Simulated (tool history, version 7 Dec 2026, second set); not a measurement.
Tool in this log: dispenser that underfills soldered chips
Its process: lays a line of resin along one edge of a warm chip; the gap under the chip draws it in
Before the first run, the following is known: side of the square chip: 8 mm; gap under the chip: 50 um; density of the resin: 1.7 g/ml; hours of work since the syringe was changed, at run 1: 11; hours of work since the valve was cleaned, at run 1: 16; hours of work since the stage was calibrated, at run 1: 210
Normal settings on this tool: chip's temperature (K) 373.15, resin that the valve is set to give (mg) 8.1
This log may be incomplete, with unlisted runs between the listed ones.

run   hour  chip's temperature (K)  resin that the valve is set to give (mg)  hours of work since the syringe was changed  hours of work since the valve was cleaned  hours of work since the stage was calibrated  time until the resin shows at the far edge (s)  resin that the valve gave (mg)
  1      0                  373.15                                       8.1                                           11                                         16                                           210                                           104.1                            7.98
         1  -- new syringe of resin
  2    6.5                  373.15                                       8.1                                            3                                         20                                           214                                              56                            7.95
  3     15                  373.15                                      7.69                                            9                                         26                                           220                                              89                            7.49
      19.2  -- new syringe of resin
  4   23.1                  373.15                                      7.63                                            2                                         31                                           225                                            53.1                            7.45
  5   29.4                  373.15                                      7.63                                            6                                         35                                           229                                            72.2                            7.32
      37.2  -- new syringe of resin
  6     39                  373.15                                      7.63                                            1                                         41                                           234                                            45.5                            7.33
  7   45.2                  373.15                                      7.63                                            5                                         44                                           238                                            63.9                            7.33
  8     53                  373.15                                       8.1                                           10                                         49                                           243                                            93.2                            7.71
      55.2  -- new syringe of resin
  9     58                  373.15                                       8.1                                            2                                         52                                           246                                            49.6                            7.74
 10     63                  373.15                                       8.1                                            5                                         55                                           249                                            61.7                            7.74
 11   70.6                  362.15                                       8.1                                           10                                         60                                           254                                           145.7                            7.61
      73.8  -- new syringe of resin
 12   80.2                  362.15                                       8.1                                            4                                         66                                           260                                            93.5                            7.57
 13   88.2                  362.15                                       8.1                                            9                                         71                                           265                                           139.7                            7.58
      91.9  -- new syringe of resin
 14     93                  366.15                                       8.1                                            1                                         74                                           268                                            60.3                            7.53
 15  101.5                  382.15                                       8.1                                            6                                         79                                           273                                            49.4                            7.48
     109.9  -- dispensing valve cleaned and set on the balance
     110.8  -- new syringe of resin
 16  111.7                  382.15                                       8.1                                            1                                          1                                           279                                            30.9                            8.04
 17  115.9                  362.15                                      9.75                                            3                                          4                                           281                                            84.1                            9.75
 18  120.6                  362.15                                      9.75                                            6                                          7                                           284                                             107                            9.74
 19  125.4                  362.15                                      9.75                                            9                                         10                                           288                                             137                             9.7
     129.1  -- new syringe of resin
 20  129.7                  360.15                                      7.48                                            0                                         12                                           290                                            76.5                            7.39
 21  134.3                  359.15                                      9.39                                            3                                         15                                           293                                            95.5                            9.32
 22  142.8                  374.15                                      7.82                                            9                                         20                                           298                                            82.1                            7.61
     147.5  -- new syringe of resin
 23    152                  374.15                                      7.82                                            3                                         26                                           304                                            51.6                            7.66
 24  158.3                  374.15                                      7.82                                            7                                         30                                           308                                            72.5                            7.61
 25  163.5                  359.15                                     10.09                                           10                                         33                                           311                                           169.2                            9.81
     166.2  -- new syringe of resin
 26  168.2                  372.15                                     10.29                                            1                                         36                                           314                                            48.4                            9.95
 27  174.2                  388.15                                      7.05                                            5                                         40                                           318                                            36.6                            6.81
 28  182.3                  388.15                                      7.05                                           10                                         45                                           323                                            57.7                            6.79
     184.5  -- new syringe of resin
 29  192.1                  386.15                                      7.05                                            5                                         51                                           329                                            39.2                            6.73
 30    198                  376.15                                      7.09                                            8                                         55                                           332                                            76.9                            6.76
     202.7  -- new syringe of resin
 31    207                  373.15                                      9.38                                            3                                         60                                           338                                            52.5                             8.8
 32  216.8                  380.15                                     10.39                                            9                                         66                                           344                                            64.8                            9.89

How would selected steps in time until the resin shows at the far edge (s) from run to run divide? Give the signed amount a tool lacking its hidden state would still show from settings, what came in and random variation, and the signed amount left for the hidden state, including any gauge scatter that is not in both of the compared results.
The tool's hidden condition here consists of: resin's viscosity, % of fresh resin's; dose that the valve gives, % of what is set; true chip temperature over the reading, C; drift of the gauge itself on fill_s, %; drift of the gauge itself on given_mg, %.
Run 10 -> 11: chip's temperature (K) 373.15 -> 362.15. time until the resin shows at the far edge (s) +84: hidden state +59.2, all else +24.8.
Run 13 -> 14: chip's temperature (K) 362.15 -> 366.15, new syringe of resin. time until the resin shows at the far edge (s) -79.4: hidden state -69.4, all else -10.
Run 19 -> 20: chip's temperature (K) 362.15 -> 360.15, resin that the valve is set to give (mg) 9.75 -> 7.48, new syringe of resin. time until the resin shows at the far edge (s) -60.5: hidden state -70.1, all else +9.6.
Run 24 -> 25: chip's temperature (K) 374.15 -> 359.15, resin that the valve is set to give (mg) 7.82 -> 10.09. time until the resin shows at the far edge (s) +96.7: hidden state +63.7, all else +33.
Run 25 -> 26: chip's temperature (K) 359.15 -> 372.15, resin that the valve is set to give (mg) 10.09 -> 10.29, new syringe of resin. time until the resin shows at the far edge (s) -120.8: hidden state -89.9, all else -30.9.

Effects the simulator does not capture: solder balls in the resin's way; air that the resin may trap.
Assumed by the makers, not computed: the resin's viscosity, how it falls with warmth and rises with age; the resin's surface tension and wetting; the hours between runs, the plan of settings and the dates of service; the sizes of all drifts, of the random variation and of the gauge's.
